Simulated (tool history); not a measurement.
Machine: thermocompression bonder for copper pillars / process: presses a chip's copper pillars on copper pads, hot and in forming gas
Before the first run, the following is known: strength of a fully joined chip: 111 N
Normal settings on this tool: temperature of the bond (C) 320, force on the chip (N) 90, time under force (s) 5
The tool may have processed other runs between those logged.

| run | hour | temperature of the bond (C) | force on the chip (N) | time under force (s) | force that shears a chip off (N) |
|---|---|---|---|---|---|
| 1 | 0.0 | 320 | 90 | 5 | 76.1 |
| 2 | 44.3 | 320 | 90 | 5 | 75.3 |
| 3 | 81.8 | 320 | 109 | 5 | 86.0 |
| 4 | 122.4 | 320 | 109 | 5 | 83.7 |
| 5 | 185.7 | 320 | 109 | 5 | 83.1 |
| 6 | 236.8 | 320 | 90 | 7 | 79.1 |
| 7 | 295.4 | 320 | 90 | 5 | 73.1 |
| 8 | 356.7 | 320 | 90 | 5 | 71.4 |
| 9 | 419.5 | 298 | 62 | 5 | 42.1 |
| 10 | 479.2 | 320 | 54 | 5 | 43.0 |
| 11 | 529.6 | 316 | 73 | 10 | 69.1 |
| 12 | 577.6 | 316 | 73 | 10 | 68.5 |
| 13 | 620.2 | 347 | 113 | 12 | 100.3 |
| 14 | 676.6 | 347 | 113 | 12 | 97.2 |
| 15 | 716.2 | 347 | 113 | 12 | 95.2 |

Alternative continuations, all from the tool just after run 15; predict every row:
| A | 758.3 | 349 | 76 | 8 | ? |
| B | 758.3 | 338 | 75 | 7 | ? |
| C | 758.3 | 295 | 120 | 4 | ? |
| D | 758.3 | 329 | 84 | 6 | ? |
| E | 758.3 | 347 | 113 | 7 | ? |

| run | force that shears a chip off (N) |
|---|---|
| A | 78.2 |
| B | 70.7 |
| C | 67.8 |
| D | 69.9 |
| E | 93.5 |
What these runs would have given with no unlogged condition in the tool:
| run | force that shears a chip off (N) |
|---|---|
| A | 89.1 |
| B | 81.3 |
| C | 78.3 |
| D | 80.4 |
| E | 104.0 |
